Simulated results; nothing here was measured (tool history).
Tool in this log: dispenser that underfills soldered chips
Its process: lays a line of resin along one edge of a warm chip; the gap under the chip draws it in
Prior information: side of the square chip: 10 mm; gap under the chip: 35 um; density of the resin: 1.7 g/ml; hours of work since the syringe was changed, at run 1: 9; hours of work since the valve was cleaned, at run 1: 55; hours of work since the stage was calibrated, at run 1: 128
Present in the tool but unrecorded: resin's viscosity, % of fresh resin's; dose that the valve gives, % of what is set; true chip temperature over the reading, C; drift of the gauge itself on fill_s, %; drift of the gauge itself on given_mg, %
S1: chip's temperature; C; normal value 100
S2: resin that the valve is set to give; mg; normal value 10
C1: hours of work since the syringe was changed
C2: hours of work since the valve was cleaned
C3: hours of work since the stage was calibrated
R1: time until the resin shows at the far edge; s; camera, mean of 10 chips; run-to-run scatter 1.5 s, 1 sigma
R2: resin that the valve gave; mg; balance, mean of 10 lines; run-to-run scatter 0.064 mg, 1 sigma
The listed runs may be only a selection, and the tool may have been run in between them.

run   hour   S1    S2  C1   C2   C3     R1     R2
  1      0  100    10   9   55  128  273.2   9.54
       0.9  -- new syringe of resin
  2    4.6  100    10   2   58  131  171.8   9.37
  3   12.4  100    10   8   64  136  242.2   9.42
        16  -- new syringe of resin
  4   19.9  100    10   3   68  141  171.4   9.49
  5     27  100    10   7   73  146  231.2   9.37
      31.3  -- new syringe of resin
  6   34.8   96    10   2   78  151  202.4   9.24
  7   40.2   96    10   6   82  154  252.8    9.1
      46.2  -- new syringe of resin
  8   46.2  100    10   0   85  158  144.6   9.25
  9   52.9  100    10   4   90  163  194.8    9.1
      61.1  -- new syringe of resin
 10   61.2  115    10   0   95  168   83.2   9.05
 11   68.7  115    10   5  100  173    115   9.06
      76.1  -- new syringe of resin
 12   76.1  115    10   0  105  178   80.6   9.01
 13   82.1  115    10   4  109  182  104.3   8.97
 14     88  115    10   8  113  186  132.5   8.94
      91.1  -- new syringe of resin
 15   96.3  100    10   3  118  191    186   8.83
 16  104.3  100    10   9  123  196  258.7    8.8
     106.3  -- new syringe of resin
 17  110.8  100    10   3  128  200    183    8.9
 18  117.7  100    10   8  132  205  242.8   8.67
     121.6  -- new syringe of resin
 19  123.9  103   9.2   2  136  209  146.8   7.98
 20  127.5  100  11.6   4  138  211    184  10.17
     134.9  -- dispensing valve cleaned and set on the balance
 21  135.9  100  11.6   9    1  216    246  11.59
     137.6  -- new syringe of resin
 22  139.6   94  10.2   1    3  218    200  10.26
 23  146.6  113  10.2   6    8  223  125.1  10.19
 24  151.4  100   9.3   9   11  226  257.4   9.26
     152.8  -- new syringe of resin
 25  155.9  106   9.4   2   14  229  130.8   9.35
 26  161.1   87   9.6   6   17  232  357.5   9.54
     167.8  -- new syringe of resin
 27  169.5  104   8.9   1   22  238  136.8   8.78
 28    175  104   8.8   5   26  241  168.4   8.62
     182.7  -- new syringe of resin
 29  183.5   95  12.4   1   32  247  183.7  12.23
 30  190.4  109   9.5   5   36  252  140.8   9.21
     197.7  -- new syringe of resin
 31  198.3  109   9.5   0   41  257  107.4    9.2
 32  205.5   86  12.8   5   46  261  357.6  12.43
     212.5  -- new syringe of resin
 33  213.9   86  12.8   1   51  267  277.5  12.09
 34  221.1  101   9.1   6   56  272  201.3    8.7
     227.5  -- new syringe of resin
 35  227.5  105    10   0   60  276  117.9    9.6

How would selected steps in R1 from run to run divide? Give the signed amount a tool lacking its hidden state would still show from settings, what came in and random variation, and the signed amount left for the hidden state, including any gauge scatter that is not in both of the compared results.
Run 1 -> 2: new syringe of resin. R1 -101.4 s: hidden state -97.7, all else -3.7.
Run 24 -> 25: S1 100 -> 106, S2 9.3 -> 9.4, new syringe of resin. R1 -126.6 s: hidden state -93.5, all else -33.1.
Run 25 -> 26: S1 106 -> 87, S2 9.4 -> 9.6. R1 +226.7 s: hidden state +83.4, all else +143.3.
Run 26 -> 27: S1 87 -> 104, S2 9.6 -> 8.9, new syringe of resin. R1 -220.7 s: hidden state -91.5, all else -129.2.
Run 31 -> 32: S1 109 -> 86, S2 9.5 -> 12.8. R1 +250.2 s: hidden state +90.1, all else +160.1.
